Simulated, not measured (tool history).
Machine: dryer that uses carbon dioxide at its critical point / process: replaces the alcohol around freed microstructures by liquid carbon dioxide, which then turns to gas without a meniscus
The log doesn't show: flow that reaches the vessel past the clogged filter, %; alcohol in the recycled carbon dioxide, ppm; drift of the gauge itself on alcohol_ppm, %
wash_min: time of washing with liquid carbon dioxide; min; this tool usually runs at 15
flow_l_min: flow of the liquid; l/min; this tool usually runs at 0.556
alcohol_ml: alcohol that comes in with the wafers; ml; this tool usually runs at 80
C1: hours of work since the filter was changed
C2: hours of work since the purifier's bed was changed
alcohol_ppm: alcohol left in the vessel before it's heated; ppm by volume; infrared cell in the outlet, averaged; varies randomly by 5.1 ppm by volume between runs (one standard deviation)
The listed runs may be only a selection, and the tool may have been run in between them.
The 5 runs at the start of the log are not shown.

run 6 hour=122.0 | wash_min=10 flow_l_min=0.556 alcohol_ml=80 | C1=217 C2=894 | alcohol_ppm=931
run 7 hour=156.1 | wash_min=10 flow_l_min=0.556 alcohol_ml=80 | C1=244 C2=921 | alcohol_ppm=964
run 8 hour=194.5 | wash_min=10 flow_l_min=0.556 alcohol_ml=80 | C1=275 C2=952 | alcohol_ppm=1002
run 9 hour=237.5 | wash_min=10 flow_l_min=0.556 alcohol_ml=80 | C1=309 C2=986 | alcohol_ppm=1064
run 10 hour=263.4 | wash_min=10 flow_l_min=0.556 alcohol_ml=80 | C1=330 C2=1007 | alcohol_ppm=1079
run 11 hour=282.0 | wash_min=15 flow_l_min=0.556 alcohol_ml=80 | C1=345 C2=1022 | alcohol_ppm=241
run 12 hour=301.9 | wash_min=15 flow_l_min=0.556 alcohol_ml=80 | C1=361 C2=1038 | alcohol_ppm=234
run 13 hour=338.1 | wash_min=15 flow_l_min=0.556 alcohol_ml=80 | C1=390 C2=1067 | alcohol_ppm=245
run 14 hour=364.6 | wash_min=15 flow_l_min=0.556 alcohol_ml=80 | C1=411 C2=1088 | alcohol_ppm=259
run 15 hour=389.3 | wash_min=15 flow_l_min=0.748 alcohol_ml=80 | C1=431 C2=1108 | alcohol_ppm=146
run 16 hour=420.6 | wash_min=15 flow_l_min=0.748 alcohol_ml=80 | C1=456 C2=1133 | alcohol_ppm=149
-- hour=455.2 purifier's bed changed
run 17 hour=467.7 | wash_min=15 flow_l_min=0.556 alcohol_ml=80 | C1=491 C2=10 | alcohol_ppm=157
run 18 hour=510.0 | wash_min=15 flow_l_min=0.556 alcohol_ml=80 | C1=525 C2=44 | alcohol_ppm=184
run 19 hour=528.8 | wash_min=15 flow_l_min=0.556 alcohol_ml=80 | C1=540 C2=59 | alcohol_ppm=171
run 20 hour=555.1 | wash_min=15 flow_l_min=0.556 alcohol_ml=56 | C1=561 C2=80 | alcohol_ppm=136
-- hour=565.8 inlet filter changed
run 21 hour=586.2 | wash_min=15 flow_l_min=0.556 alcohol_ml=84 | C1=16 C2=104 | alcohol_ppm=70
run 22 hour=629.6 | wash_min=15 flow_l_min=0.556 alcohol_ml=84 | C1=51 C2=139 | alcohol_ppm=77
run 23 hour=665.5 | wash_min=15 flow_l_min=0.556 alcohol_ml=84 | C1=80 C2=167 | alcohol_ppm=86
run 24 hour=707.8 | wash_min=10 flow_l_min=0.556 alcohol_ml=70 | C1=113 C2=201 | alcohol_ppm=625
run 25 hour=744.7 | wash_min=10 flow_l_min=0.556 alcohol_ml=70 | C1=143 C2=231 | alcohol_ppm=678
run 26 hour=768.6 | wash_min=10 flow_l_min=0.556 alcohol_ml=70 | C1=162 C2=250 | alcohol_ppm=693
run 27 hour=795.0 | wash_min=20 flow_l_min=0.793 alcohol_ml=55 | C1=183 C2=271 | alcohol_ppm=40
run 28 hour=833.7 | wash_min=11 flow_l_min=0.721 alcohol_ml=47 | C1=214 C2=302 | alcohol_ppm=105
run 29 hour=853.2 | wash_min=18 flow_l_min=0.549 alcohol_ml=48 | C1=230 C2=317 | alcohol_ppm=49
run 30 hour=891.0 | wash_min=12 flow_l_min=0.348 alcohol_ml=28 | C1=260 C2=348 | alcohol_ppm=983

Run 31 has not been measured yet. What should we expect?
run 31 hour=926.4 | wash_min=12 flow_l_min=0.348 alcohol_ml=49 | C1=288 C2=376 | alcohol_ppm=?

{"run 31": {"alcohol_ppm": 1718}}
With no hidden state in the tool, this same run would have given alcohol_ppm 1198 ppm by volume.

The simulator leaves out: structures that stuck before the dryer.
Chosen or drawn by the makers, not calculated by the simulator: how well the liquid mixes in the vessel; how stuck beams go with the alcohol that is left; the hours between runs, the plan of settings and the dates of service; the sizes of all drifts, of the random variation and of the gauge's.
